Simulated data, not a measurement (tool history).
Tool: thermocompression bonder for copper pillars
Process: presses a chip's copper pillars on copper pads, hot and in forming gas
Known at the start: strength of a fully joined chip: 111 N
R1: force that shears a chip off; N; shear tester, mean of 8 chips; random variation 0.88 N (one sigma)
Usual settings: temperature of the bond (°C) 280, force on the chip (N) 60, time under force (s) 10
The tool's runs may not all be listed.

run 1 hour=0.0 | temperature_of_the_bond_(°C)=280 force_on_the_chip_(N)=60 time_under_force_(s)=10 | R1=71.1
run 2 hour=45.6 | temperature_of_the_bond_(°C)=280 force_on_the_chip_(N)=60 time_under_force_(s)=10 | R1=71.5
run 3 hour=86.4 | temperature_of_the_bond_(°C)=280 force_on_the_chip_(N)=60 time_under_force_(s)=10 | R1=71.6
run 4 hour=136.9 | temperature_of_the_bond_(°C)=269 force_on_the_chip_(N)=60 time_under_force_(s)=10 | R1=66.4
run 5 hour=187.8 | temperature_of_the_bond_(°C)=269 force_on_the_chip_(N)=60 time_under_force_(s)=10 | R1=64.4
-- hour=221.5 heater calibrated with a thermocouple chip
run 6 hour=256.3 | temperature_of_the_bond_(°C)=280 force_on_the_chip_(N)=60 time_under_force_(s)=10 | R1=72.5
run 7 hour=288.0 | temperature_of_the_bond_(°C)=280 force_on_the_chip_(N)=60 time_under_force_(s)=10 | R1=73.2
run 8 hour=359.4 | temperature_of_the_bond_(°C)=280 force_on_the_chip_(N)=60 time_under_force_(s)=10 | R1=72.7
-- hour=408.9 forming gas filter changed
run 9 hour=419.8 | temperature_of_the_bond_(°C)=296 force_on_the_chip_(N)=60 time_under_force_(s)=10 | R1=80.7
run 10 hour=457.0 | temperature_of_the_bond_(°C)=296 force_on_the_chip_(N)=60 time_under_force_(s)=10 | R1=78.8
run 11 hour=523.7 | temperature_of_the_bond_(°C)=279 force_on_the_chip_(N)=60 time_under_force_(s)=10 | R1=73.3
run 12 hour=557.9 | temperature_of_the_bond_(°C)=279 force_on_the_chip_(N)=60 time_under_force_(s)=12 | R1=75.9
run 13 hour=609.4 | temperature_of_the_bond_(°C)=279 force_on_the_chip_(N)=60 time_under_force_(s)=12 | R1=75.9
run 14 hour=676.0 | temperature_of_the_bond_(°C)=279 force_on_the_chip_(N)=60 time_under_force_(s)=12 | R1=74.7
run 15 hour=707.8 | temperature_of_the_bond_(°C)=280 force_on_the_chip_(N)=60 time_under_force_(s)=10 | R1=71.7
run 16 hour=757.2 | temperature_of_the_bond_(°C)=280 force_on_the_chip_(N)=60 time_under_force_(s)=10 | R1=71.6
run 17 hour=801.3 | temperature_of_the_bond_(°C)=280 force_on_the_chip_(N)=60 time_under_force_(s)=10 | R1=70.5
run 18 hour=858.2 | temperature_of_the_bond_(°C)=280 force_on_the_chip_(N)=60 time_under_force_(s)=10 | R1=70.0
run 19 hour=902.6 | temperature_of_the_bond_(°C)=269 force_on_the_chip_(N)=44 time_under_force_(s)=5 | R1=37.1
run 20 hour=937.4 | temperature_of_the_bond_(°C)=292 force_on_the_chip_(N)=48 time_under_force_(s)=17 | R1=76.4
run 21 hour=990.1 | temperature_of_the_bond_(°C)=273 force_on_the_chip_(N)=63 time_under_force_(s)=15 | R1=77.9
run 22 hour=1065.1 | temperature_of_the_bond_(°C)=308 force_on_the_chip_(N)=82 time_under_force_(s)=29 | R1=107.0
run 23 hour=1103.6 | temperature_of_the_bond_(°C)=308 force_on_the_chip_(N)=82 time_under_force_(s)=29 | R1=108.7
run 24 hour=1150.5 | temperature_of_the_bond_(°C)=308 force_on_the_chip_(N)=82 time_under_force_(s)=29 | R1=106.9
-- hour=1170.3 forming gas filter changed
run 25 hour=1225.1 | temperature_of_the_bond_(°C)=260 force_on_the_chip_(N)=56 time_under_force_(s)=24 | R1=75.2
run 26 hour=1279.0 | temperature_of_the_bond_(°C)=282 force_on_the_chip_(N)=75 time_under_force_(s)=29 | R1=100.2
run 27 hour=1316.4 | temperature_of_the_bond_(°C)=282 force_on_the_chip_(N)=53 time_under_force_(s)=6 | R1=56.6
run 28 hour=1386.9 | temperature_of_the_bond_(°C)=282 force_on_the_chip_(N)=53 time_under_force_(s)=6 | R1=56.4
run 29 hour=1426.6 | temperature_of_the_bond_(°C)=282 force_on_the_chip_(N)=53 time_under_force_(s)=6 | R1=56.7
-- hour=1457.2 heater calibrated with a thermocouple chip
run 30 hour=1488.3 | temperature_of_the_bond_(°C)=282 force_on_the_chip_(N)=53 time_under_force_(s)=6 | R1=57.2
run 31 hour=1530.1 | temperature_of_the_bond_(°C)=269 force_on_the_chip_(N)=86 time_under_force_(s)=6 | R1=75.3
run 32 hour=1595.2 | temperature_of_the_bond_(°C)=254 force_on_the_chip_(N)=76 time_under_force_(s)=6 | R1=56.1
run 33 hour=1665.2 | temperature_of_the_bond_(°C)=254 force_on_the_chip_(N)=76 time_under_force_(s)=6 | R1=58.2
run 34 hour=1734.9 | temperature_of_the_bond_(°C)=280 force_on_the_chip_(N)=80 time_under_force_(s)=6 | R1=75.4
-- hour=1764.5 force cell calibrated
run 35 hour=1809.0 | temperature_of_the_bond_(°C)=280 force_on_the_chip_(N)=60 time_under_force_(s)=10 | R1=70.8

3 ways to go on from here, each from the tool as it stands after run 35. What would each give?
run A hour=1845.5 | temperature_of_the_bond_(°C)=280 force_on_the_chip_(N)=60 time_under_force_(s)=9 | R1=?
run B hour=1845.5 | temperature_of_the_bond_(°C)=306 force_on_the_chip_(N)=49 time_under_force_(s)=15 | R1=?
run C hour=1845.5 | temperature_of_the_bond_(°C)=282 force_on_the_chip_(N)=39 time_under_force_(s)=9 | R1=?

run=A R1=67.7
run=B R1=84.1
run=C R1=49.1
Without the tool's hidden state the same runs would have given:
run=A R1=67.8
run=B R1=84.3
run=C R1=49.2
